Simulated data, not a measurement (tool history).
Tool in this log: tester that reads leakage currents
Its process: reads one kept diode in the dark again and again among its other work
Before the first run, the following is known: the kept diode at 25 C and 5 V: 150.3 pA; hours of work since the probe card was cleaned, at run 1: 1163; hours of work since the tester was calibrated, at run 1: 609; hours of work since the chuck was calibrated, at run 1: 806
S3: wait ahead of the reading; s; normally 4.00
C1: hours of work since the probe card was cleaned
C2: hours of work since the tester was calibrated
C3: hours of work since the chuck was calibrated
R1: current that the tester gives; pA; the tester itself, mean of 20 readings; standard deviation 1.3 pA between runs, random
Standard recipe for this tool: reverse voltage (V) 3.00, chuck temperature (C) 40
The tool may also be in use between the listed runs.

Run 1, day 0.000: usual settings; C1 1163; C2 609; C3 806. Result: R1 391.92 pA.
Run 2, day 0.783: usual settings but S3 1.54 s; C1 1176; C2 622; C3 819. Result: R1 389.72 pA.
Run 3, day 1.675: usual settings but S3 0.46 s; C1 1190; C2 637; C3 834. Result: R1 391.10 pA.
Run 4, day 2.775: usual settings but reverse voltage (V) 1.53; C1 1209; C2 655; C3 852. Result: R1 267.56 pA.
Run 5, day 4.000: usual settings but reverse voltage (V) 1.53; C1 1229; C2 676; C3 873. Result: R1 266.33 pA.
Run 6, day 5.271: usual settings but reverse voltage (V) 1.53, chuck temperature (C) 29; C1 1250; C2 697; C3 894. Result: R1 97.89 pA.
Run 7, day 6.412: usual settings but reverse voltage (V) 1.53, chuck temperature (C) 29; C1 1269; C2 716; C3 913. Result: R1 97.87 pA.
Run 8, day 7.008: usual settings but reverse voltage (V) 1.53, chuck temperature (C) 29; C1 1279; C2 726; C3 923. Result: R1 96.81 pA.
Run 9, day 8.183: usual settings but reverse voltage (V) 1.53, chuck temperature (C) 29; C1 1298; C2 745; C3 942. Result: R1 97.38 pA.
Run 10, day 9.246: usual settings but reverse voltage (V) 1.53, chuck temperature (C) 29; C1 1316; C2 763; C3 960. Result: R1 96.39 pA.
Run 11, day 10.475: usual settings but reverse voltage (V) 1.53, chuck temperature (C) 29; C1 1337; C2 783; C3 980. Result: R1 96.93 pA.
At day 10.621: tester calibrated.
Run 12, day 11.462: usual settings but reverse voltage (V) 3.95, chuck temperature (C) 29; C1 1352; C2 14; C3 995. Result: R1 162.36 pA.
Run 13, day 12.796: usual settings but reverse voltage (V) 3.95, chuck temperature (C) 29; C1 1374; C2 36; C3 1017. Result: R1 161.83 pA.
Run 14, day 13.383: usual settings but reverse voltage (V) 8.76, chuck temperature (C) 26, S3 0.98 s; C1 1383; C2 46; C3 1027. Result: R1 191.55 pA.
Run 15, day 14.146: usual settings but reverse voltage (V) 8.76, chuck temperature (C) 26, S3 0.98 s; C1 1396; C2 59; C3 1040. Result: R1 190.99 pA.
Run 16, day 14.792: usual settings but reverse voltage (V) 8.76, chuck temperature (C) 23, S3 1.92 s; C1 1407; C2 69; C3 1050. Result: R1 142.78 pA.
Run 17, day 15.396: usual settings but reverse voltage (V) 10.23, chuck temperature (C) 33, S3 3.89 s; C1 1417; C2 79; C3 1060. Result: R1 395.93 pA.
Run 18, day 16.646: usual settings but reverse voltage (V) 4.92, S3 4.93 s; C1 1438; C2 100; C3 1081. Result: R1 492.23 pA.
Run 19, day 17.633: usual settings but reverse voltage (V) 4.92, S3 4.93 s; C1 1454; C2 116; C3 1098. Result: R1 490.29 pA.
At day 18.250: tester calibrated, once more.
Run 20, day 18.429: usual settings but reverse voltage (V) 3.02, chuck temperature (C) 47, S3 1.18 s; C1 1466; C2 3; C3 1109. Result: R1 686.91 pA.
Run 21, day 19.608: usual settings but reverse voltage (V) 3.02, chuck temperature (C) 47, S3 1.18 s; C1 1485; C2 23; C3 1129. Result: R1 683.47 pA.
At day 19.896: chuck's temperature calibrated.
Run 22, day 20.667: usual settings but reverse voltage (V) 9.42, chuck temperature (C) 47, S3 2.09 s; C1 1502; C2 39; C3 13. Result: R1 1520.22 pA.
Run 23, day 21.979: usual settings but reverse voltage (V) 14.48, chuck temperature (C) 30, S3 0.79 s; C1 1523; C2 61; C3 35. Result: R1 439.85 pA.
Run 24, day 22.521: usual settings but chuck temperature (C) 31, S3 0.36 s; C1 1532; C2 70; C3 44. Result: R1 199.09 pA.
Run 25, day 23.508: usual settings but chuck temperature (C) 31, S3 0.36 s; C1 1549; C2 86; C3 60. Result: R1 198.05 pA.

Difference, measured minus no-hidden-state, one row per run. Run-to-run variation is common to both terms; the gauge's own scatter need not be:
Hidden state at play: stray current of the dirty probe card, pA a volt; current scale over the true one, %; true chuck temperature over the reading, C; drift of the gauge itself on leakage_pa, %.
run       R1
  1   -53.73
  2   -54.42
  3   -55.63
  4   -39.27
  5   -40.20
  6   -16.03
  7   -16.41
  8   -16.43
  9   -16.91
 10   -17.08
 11   -17.61
 12   -29.73
 13   -30.34
 14   -35.39
 15   -35.81
 16   -26.92
 17   -75.65
 18   -94.56
 19   -95.90
 20  -123.03
 21  -124.95
 22    -4.81
 23    +0.58
 24    -1.23
 25    -1.80

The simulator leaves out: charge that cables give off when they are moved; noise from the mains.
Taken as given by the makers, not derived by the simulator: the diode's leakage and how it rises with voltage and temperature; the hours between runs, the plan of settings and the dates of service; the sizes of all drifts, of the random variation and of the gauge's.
